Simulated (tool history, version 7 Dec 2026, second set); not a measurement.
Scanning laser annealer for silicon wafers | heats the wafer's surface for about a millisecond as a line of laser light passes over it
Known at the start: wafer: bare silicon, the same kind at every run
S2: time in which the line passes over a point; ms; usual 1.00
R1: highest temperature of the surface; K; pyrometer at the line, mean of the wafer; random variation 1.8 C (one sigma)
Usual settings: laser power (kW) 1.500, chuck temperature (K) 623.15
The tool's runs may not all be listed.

{"run": 1, "hour": 0.0, "laser power (kW)": 1.5, "S2": 1.0, "chuck temperature (K)": 623.15, "R1": 1310.15}
{"run": 2, "hour": 5.4, "laser power (kW)": 1.5, "S2": 1.0, "chuck temperature (K)": 630.15, "R1": 1314.15}
{"run": 3, "hour": 13.5, "laser power (kW)": 1.607, "S2": 1.0, "chuck temperature (K)": 623.15, "R1": 1374.15}
{"run": 4, "hour": 17.9, "laser power (kW)": 1.5, "S2": 1.1, "chuck temperature (K)": 623.15, "R1": 1334.15}
{"run": 5, "hour": 23.4, "laser power (kW)": 1.5, "S2": 1.0, "chuck temperature (K)": 623.15, "R1": 1305.15}
{"run": 6, "hour": 27.7, "laser power (kW)": 1.5, "S2": 1.0, "chuck temperature (K)": 623.15, "R1": 1305.15}
{"run": 7, "hour": 36.8, "laser power (kW)": 1.5, "S2": 1.0, "chuck temperature (K)": 624.15, "R1": 1303.15}
{"run": 8, "hour": 41.5, "laser power (kW)": 1.5, "S2": 1.0, "chuck temperature (K)": 624.15, "R1": 1307.15}
{"run": 9, "hour": 46.8, "laser power (kW)": 1.5, "S2": 1.0, "chuck temperature (K)": 624.15, "R1": 1307.15}
{"run": 10, "hour": 51.0, "laser power (kW)": 1.5, "S2": 1.03, "chuck temperature (K)": 624.15, "R1": 1312.15}
{"run": 11, "hour": 58.7, "laser power (kW)": 1.5, "S2": 1.03, "chuck temperature (K)": 624.15, "R1": 1313.15}
{"run": 12, "hour": 62.5, "laser power (kW)": 1.5, "S2": 1.03, "chuck temperature (K)": 624.15, "R1": 1313.15}
{"run": 13, "hour": 69.2, "laser power (kW)": 1.5, "S2": 0.85, "chuck temperature (K)": 624.15, "R1": 1257.15}
{"run": 14, "hour": 77.1, "laser power (kW)": 1.5, "S2": 0.73, "chuck temperature (K)": 623.15, "R1": 1218.15}
{"run": 15, "hour": 85.4, "laser power (kW)": 1.5, "S2": 1.0, "chuck temperature (K)": 634.15, "R1": 1314.15}
{"run": 16, "hour": 94.5, "laser power (kW)": 1.5, "S2": 1.0, "chuck temperature (K)": 634.15, "R1": 1318.15}
{"run": 17, "hour": 101.5, "laser power (kW)": 1.635, "S2": 1.0, "chuck temperature (K)": 623.15, "R1": 1390.15}
{"run": 18, "hour": 106.4, "laser power (kW)": 1.459, "S2": 1.0, "chuck temperature (K)": 623.15, "R1": 1277.15}
{"run": 19, "hour": 110.2, "laser power (kW)": 1.5, "S2": 1.0, "chuck temperature (K)": 633.15, "R1": 1313.15}
{"hour": 115.9, "done": "optics aligned, line set to its width"}
{"run": 20, "hour": 122.2, "laser power (kW)": 1.5, "S2": 1.0, "chuck temperature (K)": 651.15, "R1": 1327.15}
{"run": 21, "hour": 126.0, "laser power (kW)": 1.5, "S2": 1.0, "chuck temperature (K)": 651.15, "R1": 1325.15}
{"run": 22, "hour": 132.8, "laser power (kW)": 1.5, "S2": 1.0, "chuck temperature (K)": 651.15, "R1": 1326.15}
{"run": 23, "hour": 136.8, "laser power (kW)": 1.48, "S2": 1.2, "chuck temperature (K)": 627.15, "R1": 1341.15}
{"run": 24, "hour": 141.5, "laser power (kW)": 1.473, "S2": 0.98, "chuck temperature (K)": 629.15, "R1": 1279.15}
{"run": 25, "hour": 148.2, "laser power (kW)": 1.473, "S2": 0.98, "chuck temperature (K)": 629.15, "R1": 1279.15}
{"run": 26, "hour": 153.2, "laser power (kW)": 1.473, "S2": 0.98, "chuck temperature (K)": 629.15, "R1": 1278.15}
{"run": 27, "hour": 158.2, "laser power (kW)": 1.473, "S2": 0.98, "chuck temperature (K)": 629.15, "R1": 1282.15}
{"hour": 166.6, "done": "optics aligned, line set to its width, once more"}
{"run": 28, "hour": 170.5, "laser power (kW)": 1.647, "S2": 1.11, "chuck temperature (K)": 654.15, "R1": 1473.15}
{"run": 29, "hour": 176.8, "laser power (kW)": 1.358, "S2": 1.0, "chuck temperature (K)": 623.15, "R1": 1227.15}
{"run": 30, "hour": 185.0, "laser power (kW)": 1.358, "S2": 1.0, "chuck temperature (K)": 623.15, "R1": 1226.15}
{"run": 31, "hour": 190.3, "laser power (kW)": 1.358, "S2": 1.0, "chuck temperature (K)": 624.15, "R1": 1230.15}
{"run": 32, "hour": 199.2, "laser power (kW)": 1.378, "S2": 1.17, "chuck temperature (K)": 585.15, "R1": 1246.15}
{"run": 33, "hour": 205.4, "laser power (kW)": 1.378, "S2": 1.17, "chuck temperature (K)": 585.15, "R1": 1243.15}
{"run": 34, "hour": 214.1, "laser power (kW)": 1.398, "S2": 0.92, "chuck temperature (K)": 613.15, "R1": 1221.15}
{"run": 35, "hour": 221.6, "laser power (kW)": 1.465, "S2": 1.04, "chuck temperature (K)": 604.15, "R1": 1284.15}
{"run": 36, "hour": 226.0, "laser power (kW)": 1.465, "S2": 1.04, "chuck temperature (K)": 604.15, "R1": 1286.15}
{"run": 37, "hour": 230.0, "laser power (kW)": 1.517, "S2": 1.04, "chuck temperature (K)": 599.15, "R1": 1312.15}
{"run": 38, "hour": 239.1, "laser power (kW)": 1.517, "S2": 1.08, "chuck temperature (K)": 599.15, "R1": 1318.15}
{"run": 39, "hour": 247.1, "laser power (kW)": 1.443, "S2": 0.83, "chuck temperature (K)": 636.15, "R1": 1240.15}
{"run": 40, "hour": 255.2, "laser power (kW)": 1.53, "S2": 0.75, "chuck temperature (K)": 636.15, "R1": 1262.15}
{"run": 41, "hour": 264.5, "laser power (kW)": 1.416, "S2": 0.75, "chuck temperature (K)": 636.15, "R1": 1198.15}

Measured less the same run without the tool's hidden state. The same run-to-run variation is in both; the gauge's scatter may not be:
The hidden state here: light that passes the window, % of a clean one's; laser's true power over the reading, %; width of the line over the set one, %; drift of the gauge itself on peak_c, C.
run=1 R1=-15.00
run=2 R1=-16.00
run=3 R1=-17.00
run=4 R1=-17.00
run=5 R1=-17.00
run=6 R1=-17.00
run=7 R1=-17.00
run=8 R1=-18.00
run=9 R1=-17.00
run=10 R1=-18.00
run=11 R1=-19.00
run=12 R1=-19.00
run=13 R1=-18.00
run=14 R1=-16.00
run=15 R1=-19.00
run=16 R1=-19.00
run=17 R1=-23.00
run=18 R1=-20.00
run=19 R1=-20.00
run=20 R1=-25.00
run=21 R1=-25.00
run=22 R1=-25.00
run=23 R1=-27.00
run=24 R1=-25.00
run=25 R1=-25.00
run=26 R1=-25.00
run=27 R1=-26.00
run=28 R1=-11.00
run=29 R1=-8.00
run=30 R1=-9.00
run=31 R1=-9.00
run=32 R1=-10.00
run=33 R1=-10.00
run=34 R1=-10.00
run=35 R1=-11.00
run=36 R1=-11.00
run=37 R1=-13.00
run=38 R1=-13.00
run=39 R1=-11.00
run=40 R1=-12.00
run=41 R1=-11.00

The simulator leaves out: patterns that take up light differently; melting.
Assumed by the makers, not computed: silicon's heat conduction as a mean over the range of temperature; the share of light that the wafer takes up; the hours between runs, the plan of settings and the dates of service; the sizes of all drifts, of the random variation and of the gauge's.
